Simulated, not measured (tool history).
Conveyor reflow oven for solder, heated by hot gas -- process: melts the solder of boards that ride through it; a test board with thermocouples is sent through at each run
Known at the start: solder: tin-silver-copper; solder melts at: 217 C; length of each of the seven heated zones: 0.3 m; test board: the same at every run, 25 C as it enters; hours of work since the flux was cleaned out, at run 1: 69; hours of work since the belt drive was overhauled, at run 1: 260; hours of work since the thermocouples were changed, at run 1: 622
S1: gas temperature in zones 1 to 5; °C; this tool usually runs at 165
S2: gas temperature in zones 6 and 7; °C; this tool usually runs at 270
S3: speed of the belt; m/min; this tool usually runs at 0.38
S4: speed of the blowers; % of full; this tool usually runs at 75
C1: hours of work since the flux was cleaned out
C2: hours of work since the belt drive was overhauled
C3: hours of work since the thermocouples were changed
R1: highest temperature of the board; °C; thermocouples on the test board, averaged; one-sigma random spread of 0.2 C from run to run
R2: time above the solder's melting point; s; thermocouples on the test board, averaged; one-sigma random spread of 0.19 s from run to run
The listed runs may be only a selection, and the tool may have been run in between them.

{"run": 1, "day": 0.0, "S1": 165, "S2": 270, "S3": 0.38, "S4": 75, "C1": 69, "C2": 260, "C3": 622, "R1": 254.3, "R2": 69.3}
{"run": 2, "day": 2.375, "S1": 165, "S2": 270, "S3": 0.38, "S4": 75, "C1": 113, "C2": 303, "C3": 665, "R1": 254.6, "R2": 69.5}
{"run": 3, "day": 4.121, "S1": 165, "S2": 270, "S3": 0.38, "S4": 67, "C1": 144, "C2": 335, "C3": 697, "R1": 252.1, "R2": 67.6}
{"run": 4, "day": 6.792, "S1": 165, "S2": 270, "S3": 0.38, "S4": 67, "C1": 193, "C2": 384, "C3": 746, "R1": 252.6, "R2": 67.2}
{"run": 5, "day": 9.167, "S1": 165, "S2": 270, "S3": 0.38, "S4": 75, "C1": 236, "C2": 427, "C3": 789, "R1": 254.8, "R2": 69.5}
{"day": 10.396, "done": "flux residue cleaned out of gas plates and filters"}
{"run": 6, "day": 11.062, "S1": 165, "S2": 270, "S3": 0.38, "S4": 75, "C1": 12, "C2": 458, "C3": 820, "R1": 254.6, "R2": 69.7}
{"day": 12.117, "done": "thermocouples of zones 6 and 7 changed"}
{"run": 7, "day": 13.946, "S1": 165, "S2": 270, "S3": 0.38, "S4": 75, "C1": 63, "C2": 509, "C3": 33, "R1": 254.8, "R2": 69.7}
{"run": 8, "day": 16.746, "S1": 165, "S2": 270, "S3": 0.38, "S4": 75, "C1": 114, "C2": 560, "C3": 84, "R1": 254.4, "R2": 69.4}

The next listed run, before its measurement:
{"run": 9, "day": 18.388, "S1": 165, "S2": 270, "S3": 0.38, "S4": 75, "C1": 144, "C2": 590, "C3": 114, "R1": "?", "R2": "?"}

Run 9 gave R1 254.4 °C, R2 69.7 s.
Without the tool's hidden state the same run would have given R1 254.4 °C, R2 69.7 s.
